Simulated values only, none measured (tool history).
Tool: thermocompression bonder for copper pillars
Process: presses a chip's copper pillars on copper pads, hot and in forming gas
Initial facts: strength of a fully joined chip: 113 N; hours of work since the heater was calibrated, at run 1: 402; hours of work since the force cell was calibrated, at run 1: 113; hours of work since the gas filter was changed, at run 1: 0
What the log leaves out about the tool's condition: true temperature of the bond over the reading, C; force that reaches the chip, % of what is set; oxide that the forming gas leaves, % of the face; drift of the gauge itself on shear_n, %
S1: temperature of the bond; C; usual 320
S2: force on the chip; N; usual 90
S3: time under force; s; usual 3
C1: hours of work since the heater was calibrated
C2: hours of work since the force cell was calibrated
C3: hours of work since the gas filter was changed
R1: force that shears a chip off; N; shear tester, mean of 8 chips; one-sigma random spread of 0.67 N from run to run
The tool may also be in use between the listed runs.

Run 1, day 0.000: usual settings; C1 402; C2 113; C3 0. Result: R1 42.7 N.
Run 2, day 3.088: usual settings; C1 453; C2 165; C3 51. Result: R1 42.4 N.
Run 3, day 6.058: usual settings but S2 60 N; C1 502; C2 214; C3 101. Result: R1 32.5 N.
Run 4, day 7.912: usual settings but S2 60 N; C1 533; C2 245; C3 131. Result: R1 31.5 N.
At day 9.400: forming gas filter changed.
Run 5, day 10.829: usual settings but S2 87 N; C1 581; C2 293; C3 24. Result: R1 41.9 N.
Run 6, day 12.712: usual settings but S2 87 N; C1 612; C2 324; C3 55. Result: R1 39.8 N.
Run 7, day 14.250: usual settings but S2 87 N; C1 638; C2 350; C3 80. Result: R1 39.0 N.
Run 8, day 15.671: usual settings but S2 87 N; C1 661; C2 373; C3 104. Result: R1 39.4 N.
Run 9, day 18.488: usual settings but S1 325 C, S2 87 N; C1 708; C2 420; C3 151. Result: R1 39.9 N.
At day 18.954: forming gas filter changed.
Run 10, day 19.996: usual settings but S1 325 C, S2 103 N; C1 733; C2 445; C3 17. Result: R1 45.8 N.
Run 11, day 21.325: usual settings; C1 755; C2 467; C3 39. Result: R1 40.7 N.
At day 22.038: heater calibrated with a thermocouple chip.
Run 12, day 23.567: usual settings; C1 25; C2 502; C3 75. Result: R1 43.8 N.
Run 13, day 26.046: usual settings; C1 67; C2 544; C3 116. Result: R1 42.1 N.
Run 14, day 27.433: usual settings; C1 90; C2 567; C3 139. Result: R1 42.0 N.
At day 28.471: forming gas filter changed.
Run 15, day 29.754: usual settings; C1 128; C2 605; C3 21. Result: R1 44.1 N.
Run 16, day 32.333: usual settings; C1 171; C2 648; C3 64. Result: R1 42.9 N.
Run 17, day 34.375: usual settings; C1 204; C2 681; C3 98. Result: R1 42.2 N.
Run 18, day 36.679: usual settings; C1 243; C2 720; C3 136. Result: R1 40.2 N.
At day 37.792: forming gas filter changed.
Run 19, day 38.212: usual settings; C1 268; C2 745; C3 7. Result: R1 45.0 N.
Run 20, day 39.904: usual settings but S1 323 C; C1 296; C2 773; C3 35. Result: R1 46.4 N.
Run 21, day 41.421: usual settings but S1 323 C; C1 321; C2 798; C3 60. Result: R1 45.2 N.
Run 22, day 43.888: usual settings but S1 299 C, S2 56 N; C1 362; C2 839; C3 101. Result: R1 25.8 N.
Run 23, day 46.238: usual settings but S1 299 C, S2 56 N; C1 401; C2 878; C3 140. Result: R1 25.3 N.
At day 47.304: forming gas filter changed.
Run 24, day 48.138: usual settings but S1 299 C, S2 56 N, S3 2 s; C1 432; C2 909; C3 14. Result: R1 24.0 N.
Run 25, day 50.317: usual settings but S1 337 C, S2 69 N; C1 468; C2 946; C3 50. Result: R1 44.1 N.
Run 26, day 53.158: usual settings but S1 293 C, S3 2 s; C1 516; C2 993; C3 97. Result: R1 27.1 N.
Run 27, day 55.450: usual settings but S2 56 N, S3 2 s; C1 554; C2 1031; C3 135. Result: R1 27.7 N.
At day 56.721: forming gas filter changed.
Run 28, day 57.629: usual settings but S1 311 C, S2 70 N, S3 2 s; C1 590; C2 1067; C3 15. Result: R1 30.5 N.
Run 29, day 59.996: usual settings but S1 304 C, S2 70 N, S3 2 s; C1 629; C2 1106; C3 54. Result: R1 26.6 N.
Run 30, day 61.321: usual settings but S1 304 C, S2 70 N, S3 2 s; C1 651; C2 1128; C3 76. Result: R1 26.0 N.
Run 31, day 63.771: usual settings but S1 304 C, S2 70 N, S3 2 s; C1 691; C2 1169; C3 117. Result: R1 25.3 N.
At day 66.112: forming gas filter changed.
Run 32, day 66.112: usual settings but S1 304 C, S2 97 N, S3 7 s; C1 730; C2 1207; C3 0. Result: R1 52.0 N.
At day 68.254: heater calibrated with a thermocouple chip.
Run 33, day 68.675: usual settings but S1 304 C, S2 97 N, S3 7 s; C1 7; C2 1248; C3 41. Result: R1 56.0 N.
Run 34, day 71.446: usual settings but S2 81 N, S3 9 s; C1 53; C2 1294; C3 87. Result: R1 61.2 N.
Run 35, day 73.829: usual settings but S2 81 N, S3 9 s; C1 93; C2 1334; C3 127. Result: R1 59.6 N.
Run 36, day 75.342: usual settings but S2 81 N, S3 2 s; C1 118; C2 1359; C3 152. Result: R1 33.3 N.
At day 75.583: forming gas filter changed.
Run 37, day 77.288: usual settings but S2 81 N, S3 2 s; C1 150; C2 1391; C3 28. Result: R1 36.6 N.
Run 38, day 80.229: usual settings but S2 129 N, S3 4 s; C1 198; C2 1440; C3 77. Result: R1 56.5 N.
Run 39, day 82.071: usual settings but S1 313 C, S2 125 N, S3 4 s; C1 229; C2 1470; C3 108. Result: R1 51.5 N.

Branching from run 39: 4 alternative next runs. What would each branch give?
Run A, day 84.488: usual settings but S1 331 C, S2 125 N, S3 4 s; C1 269; C2 1510; C3 148. Result: R1 ?.
Run B, day 84.488: usual settings but S1 314 C, S2 97 N; C1 269; C2 1510; C3 148. Result: R1 ?.
Run C, day 84.488: usual settings but S1 290 C, S2 76 N, S3 4 s; C1 269; C2 1510; C3 148. Result: R1 ?.
Run D, day 84.488: usual settings but S1 313 C, S2 132 N, S3 2 s; C1 269; C2 1510; C3 148. Result: R1 ?.

run    R1
  A  57.5
  B  40.6
  C  32.0
  D  38.9
The same runs, with their run-to-run variation unchanged, on a tool lacking any hidden condition would have given:
run    R1
  A  63.0
  B  44.6
  C  35.3
  D  42.8
